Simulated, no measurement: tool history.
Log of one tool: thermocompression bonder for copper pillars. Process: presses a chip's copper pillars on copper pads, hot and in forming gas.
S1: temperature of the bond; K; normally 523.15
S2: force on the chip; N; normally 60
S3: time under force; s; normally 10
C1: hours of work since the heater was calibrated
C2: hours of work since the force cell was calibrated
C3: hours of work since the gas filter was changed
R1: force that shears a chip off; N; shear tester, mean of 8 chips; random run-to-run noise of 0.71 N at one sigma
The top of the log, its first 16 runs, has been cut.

| run | hour | S1 | S2 | S3 | C1 | C2 | C3 | R1 |
|---|---|---|---|---|---|---|---|---|
| 17 | 271.3 | 523.15 | 60 | 18 | 371 | 185 | 70 | 86.1 |
| 18 | 295.8 | 523.15 | 60 | 10 | 381 | 195 | 79 | 70.6 |
| 19 | 307.2 | 523.15 | 60 | 10 | 385 | 200 | 84 | 72.0 |
| 20 | 318.9 | 523.15 | 60 | 10 | 390 | 205 | 89 | 71.1 |
| 21 | 335.7 | 523.15 | 60 | 10 | 397 | 211 | 96 | 71.0 |
| 22 | 359.1 | 523.15 | 60 | 17 | 406 | 221 | 105 | 83.5 |
| 23 | 372.2 | 498.15 | 60 | 6 | 412 | 226 | 110 | 37.3 |
| 24 | 386.0 | 498.15 | 59 | 30 | 417 | 232 | 116 | 69.7 |
| 25 | 402.7 | 498.15 | 59 | 30 | 424 | 239 | 123 | 69.6 |
| 26 | 416.3 | 536.15 | 40 | 26 | 429 | 244 | 128 | 89.8 |
| 27 | 440.6 | 518.15 | 39 | 6 | 439 | 254 | 138 | 38.1 |
| 28 | 466.3 | 520.15 | 47 | 8 | 450 | 264 | 148 | 51.8 |
| 29 | 483.6 | 520.15 | 47 | 8 | 457 | 271 | 155 | 51.3 |
| 30 | 500.6 | 544.15 | 48 | 13 | 464 | 278 | 162 | 86.4 |
| 31 | 519.0 | 516.15 | 67 | 8 | 471 | 286 | 170 | 59.5 |
| 32 | 539.5 | 516.15 | 67 | 28 | 479 | 294 | 178 | 90.5 |
| 33 | 554.0 | 495.15 | 60 | 10 | 485 | 300 | 184 | 43.0 |
| 34 | 574.4 | 503.15 | 62 | 8 | 493 | 308 | 192 | 46.0 |
| 35 | 597.4 | 503.15 | 78 | 11 | 503 | 317 | 201 | 60.3 |
| 36 | 610.1 | 523.15 | 43 | 10 | 508 | 323 | 207 | 54.0 |
| 37 | 624.4 | 523.15 | 43 | 13 | 514 | 328 | 212 | 59.6 |
| 38 | 641.7 | 542.15 | 53 | 15 | 521 | 335 | 219 | 91.4 |
| 39 | 661.3 | 505.15 | 43 | 7 | 529 | 343 | 227 | 34.4 |
| 40 | 680.7 | 509.15 | 81 | 6 | 536 | 351 | 235 | 54.0 |
| 41 | 695.9 | 541.15 | 50 | 27 | 543 | 357 | 241 | 98.5 |

Consider 3 possible next runs. They are alternatives, not a sequence: every one starts from the tool as it was left by run 41. What does each give?
| A | 713.1 | 546.15 | 60 | 8 | 550 | 364 | 248 | ? |
| B | 713.1 | 502.15 | 42 | 27 | 550 | 364 | 248 | ? |
| C | 713.1 | 541.15 | 36 | 17 | 550 | 364 | 248 | ? |

| run | R1 |
|---|---|
| A | 83.6 |
| B | 53.2 |
| C | 73.6 |
Take away the tool's hidden state, keep each run's random variation, and the runs would have read:
| run | R1 |
|---|---|
| A | 95.0 |
| B | 61.4 |
| C | 83.9 |
